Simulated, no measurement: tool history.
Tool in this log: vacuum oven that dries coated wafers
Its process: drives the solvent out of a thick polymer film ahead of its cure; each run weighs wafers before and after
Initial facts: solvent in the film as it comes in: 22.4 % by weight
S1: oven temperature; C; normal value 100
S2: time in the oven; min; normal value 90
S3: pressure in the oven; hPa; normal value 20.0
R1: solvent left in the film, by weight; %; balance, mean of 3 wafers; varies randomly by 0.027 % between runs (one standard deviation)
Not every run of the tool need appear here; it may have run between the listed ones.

run   hour   S1   S2    S3    R1
  1    0.0  100   90  20.0  2.03
  2   21.3  100   90  20.0  2.05
      37.7  -- oven's thermocouples calibrated
  3   40.9  100   90  10.9  1.69
  4   62.8  100   90  10.9  1.72
  5   83.1  100   90  10.9  1.69
  6  103.6  111   90  20.0  0.51
  7  125.0  111   90  20.0  0.53
  8  157.6  100   81  20.0  2.36
  9  193.5  113   90  20.0  0.49
 10  211.6  106   90  20.0  0.92
 11  247.8  106   90  20.0  0.90
 12  284.7  110   90  51.5  1.23
 13  308.6  110   90  51.5  1.18
 14  332.1  100  131  55.3  2.06
 15  371.4   94   52  12.9  7.17
 16  403.8  109   90  18.6  0.66
 17  421.9  109   90  18.6  0.62
 18  449.7  109   90  18.6  0.65

Run 19 is up next; what results do you expect?
 19  479.4  100  136  21.5   ?

{"run 19": {"R1": 1.13}}
The same run, on a tool lacking any hidden state, would have yielded R1 0.91 %.
